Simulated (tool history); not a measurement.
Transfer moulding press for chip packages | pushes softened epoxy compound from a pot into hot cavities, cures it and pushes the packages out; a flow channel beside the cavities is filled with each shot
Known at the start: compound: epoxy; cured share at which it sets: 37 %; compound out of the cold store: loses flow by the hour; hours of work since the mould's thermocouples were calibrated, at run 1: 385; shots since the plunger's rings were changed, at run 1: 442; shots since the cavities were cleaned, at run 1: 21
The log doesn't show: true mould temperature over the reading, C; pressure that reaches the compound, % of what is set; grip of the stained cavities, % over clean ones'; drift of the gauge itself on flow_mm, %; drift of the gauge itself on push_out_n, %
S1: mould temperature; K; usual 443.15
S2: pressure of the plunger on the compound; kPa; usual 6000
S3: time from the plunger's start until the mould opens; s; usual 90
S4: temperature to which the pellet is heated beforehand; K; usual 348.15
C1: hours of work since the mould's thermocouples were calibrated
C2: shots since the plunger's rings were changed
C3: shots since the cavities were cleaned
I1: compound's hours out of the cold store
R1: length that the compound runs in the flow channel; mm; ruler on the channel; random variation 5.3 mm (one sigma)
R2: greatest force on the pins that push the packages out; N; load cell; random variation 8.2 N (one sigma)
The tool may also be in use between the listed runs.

Run 1, hour 0.0: usual settings; C1 385; C2 442; C3 21; I1 28.8. Result: R1 559 mm, R2 356 N.
At hour 41.1: cavities cleaned with cleaning compound and waxed.
Run 2, hour 46.3: usual settings but S3 101 s; C1 418; C2 1121; C3 80; I1 16.8. Result: R1 578 mm, R2 332 N.
At hour 79.3: mould's thermocouples calibrated.
At hour 88.0: cavities cleaned with cleaning compound and waxed.
Run 3, hour 88.0: usual settings but S3 101 s; C1 5; C2 1700; C3 0; I1 34.4. Result: R1 538 mm, R2 318 N.
At hour 129.7: cavities cleaned with cleaning compound and waxed.
Run 4, hour 139.0: usual settings but S3 101 s; C1 41; C2 2449; C3 141; I1 34.8. Result: R1 535 mm, R2 300 N.
At hour 172.2: cavities cleaned with cleaning compound and waxed.
At hour 212.8: cavities cleaned with cleaning compound and waxed.
Run 5, hour 214.3: usual settings but S3 101 s; C1 94; C2 3545; C3 23; I1 18.8. Result: R1 577 mm, R2 339 N.
At hour 252.5: cavities cleaned with cleaning compound and waxed.
Run 6, hour 252.5: usual settings; C1 121; C2 4100; C3 0; I1 13.1. Result: R1 583 mm, R2 367 N.
At hour 293.8: cavities cleaned with cleaning compound and waxed.
Run 7, hour 308.7: usual settings but S4 343.15 K; C1 160; C2 4929; C3 225; I1 43.8. Result: R1 520 mm, R2 353 N.
At hour 335.4: cavities cleaned with cleaning compound and waxed.
Run 8, hour 344.7: usual settings but S4 343.15 K; C1 185; C2 5451; C3 141; I1 25.5. Result: R1 561 mm, R2 351 N.
At hour 376.3: cavities cleaned with cleaning compound and waxed.
Run 9, hour 388.8: usual settings; C1 216; C2 6097; C3 190; I1 29.3. Result: R1 554 mm, R2 358 N.
At hour 404.2: plunger's sealing rings changed.
At hour 422.8: cavities cleaned with cleaning compound and waxed.
Run 10, hour 450.2: usual settings; C1 258; C2 675; C3 415; I1 28.1. Result: R1 550 mm, R2 360 N.
At hour 462.0: cavities cleaned with cleaning compound and waxed.
At hour 504.6: cavities cleaned with cleaning compound and waxed.
Run 11, hour 505.0: usual settings; C1 296; C2 1459; C3 7; I1 43.0. Result: R1 524 mm, R2 354 N.
At hour 546.6: cavities cleaned with cleaning compound and waxed.
Run 12, hour 582.1: usual settings but S1 439.15 K; C1 351; C2 2604; C3 538; I1 15.4. Result: R1 589 mm, R2 436 N.
At hour 590.9: cavities cleaned with cleaning compound and waxed.
At hour 634.0: cavities cleaned with cleaning compound and waxed.
Run 13, hour 634.1: usual settings but S1 439.15 K, S3 82 s; C1 387; C2 3347; C3 2; I1 39.1. Result: R1 536 mm, R2 504 N.
At hour 675.2: cavities cleaned with cleaning compound and waxed.
Run 14, hour 687.3: usual settings but S3 103 s; C1 424; C2 4129; C3 183; I1 46.2. Result: R1 506 mm, R2 318 N.
At hour 707.7: mould's thermocouples calibrated.
At hour 717.8: cavities cleaned with cleaning compound and waxed.
At hour 756.5: cavities cleaned with cleaning compound and waxed.
Run 15, hour 756.5: usual settings but S3 103 s; C1 33; C2 5102; C3 0; I1 15.4. Result: R1 568 mm, R2 323 N.
At hour 798.8: cavities cleaned with cleaning compound and waxed.
Run 16, hour 818.9: usual settings but S3 103 s; C1 78; C2 6025; C3 306; I1 24.6. Result: R1 561 mm, R2 341 N.
At hour 840.2: plunger's sealing rings changed.
At hour 841.7: cavities cleaned with cleaning compound and waxed.
At hour 880.5: cavities cleaned with cleaning compound and waxed.
Run 17, hour 892.1: usual settings but S3 103 s; C1 127; C2 740; C3 175; I1 25.9. Result: R1 560 mm, R2 335 N.
At hour 921.4: cavities cleaned with cleaning compound and waxed.
At hour 961.4: cavities cleaned with cleaning compound and waxed.
Run 18, hour 971.5: usual settings but S1 442.15 K, S2 5830 kPa, S3 100 s, S4 346.15 K; C1 183; C2 1898; C3 153; I1 47.8. Result: R1 513 mm, R2 336 N.
At hour 1004.4: cavities cleaned with cleaning compound and waxed.
Run 19, hour 1038.4: usual settings but S1 442.15 K, S2 5830 kPa, S3 100 s, S4 346.15 K; C1 230; C2 2888; C3 515; I1 32.7. Result: R1 543 mm, R2 328 N.
At hour 1045.5: cavities cleaned with cleaning compound and waxed.
At hour 1087.4: cavities cleaned with cleaning compound and waxed.
Run 20, hour 1092.4: usual settings but S1 442.15 K, S2 5830 kPa, S3 100 s, S4 346.15 K; C1 267; C2 3661; C3 75; I1 44.9. Result: R1 515 mm, R2 335 N.
At hour 1127.7: cavities cleaned with cleaning compound and waxed.
Run 21, hour 1139.7: usual settings but S1 442.15 K, S2 5830 kPa, S3 100 s, S4 346.15 K; C1 301; C2 4356; C3 182; I1 40.6. Result: R1 525 mm, R2 333 N.
At hour 1169.4: cavities cleaned with cleaning compound and waxed.
At hour 1211.1: cavities cleaned with cleaning compound and waxed.
Run 22, hour 1213.2: usual settings but S1 442.15 K, S2 5830 kPa, S3 100 s, S4 346.15 K; C1 352; C2 5423; C3 33; I1 36.5. Result: R1 535 mm, R2 329 N.
At hour 1250.4: cavities cleaned with cleaning compound and waxed.
Run 23, hour 1262.3: usual settings but S1 438.15 K, S2 4790 kPa, S3 127 s; C1 386; C2 6143; C3 179; I1 33.4. Result: R1 489 mm, R2 311 N.
At hour 1276.3: plunger's sealing rings changed.
At hour 1295.5: cavities cleaned with cleaning compound and waxed.
At hour 1335.5: cavities cleaned with cleaning compound and waxed.
At hour 1342.3: mould's thermocouples calibrated.
Run 24, hour 1344.0: usual settings but S2 7060 kPa, S4 353.15 K; C1 1; C2 951; C3 98; I1 34.3. Result: R1 587 mm, R2 360 N.
At hour 1380.4: cavities cleaned with cleaning compound and waxed.
Run 25, hour 1415.3: usual settings but S2 7060 kPa, S4 353.15 K; C1 52; C2 2009; C3 529; I1 42.1. Result: R1 577 mm, R2 348 N.

3 ways to go on from here, each from the tool as it stands after run 25. What would each give?
At hour 1420.3: cavities cleaned with cleaning compound and waxed.
At hour 1463.2: cavities cleaned with cleaning compound and waxed.
Run A, hour 1465.9: usual settings but S1 442.15 K, S2 5510 kPa, S4 357.15 K; C1 87; C2 2730; C3 42; I1 35.1. Result: R1 ?, R2 ?.
At hour 1420.3: cavities cleaned with cleaning compound and waxed.
At hour 1463.2: cavities cleaned with cleaning compound and waxed.
Run B, hour 1465.9: usual settings but S2 4940 kPa, S4 353.15 K; C1 87; C2 2730; C3 42; I1 35.9. Result: R1 ?, R2 ?.
At hour 1420.3: cavities cleaned with cleaning compound and waxed.
At hour 1463.2: cavities cleaned with cleaning compound and waxed.
Run C, hour 1465.9: usual settings but S1 445.15 K, S2 4800 kPa, S4 347.15 K; C1 87; C2 2730; C3 42; I1 23.3. Result: R1 ?, R2 ?.

run   R1   R2
  A  518  357
  B  488  360
  C  499  335
Without the tool's hidden state the same runs would have given:
run   R1   R2
  A  519  356
  B  488  359
  C  499  334
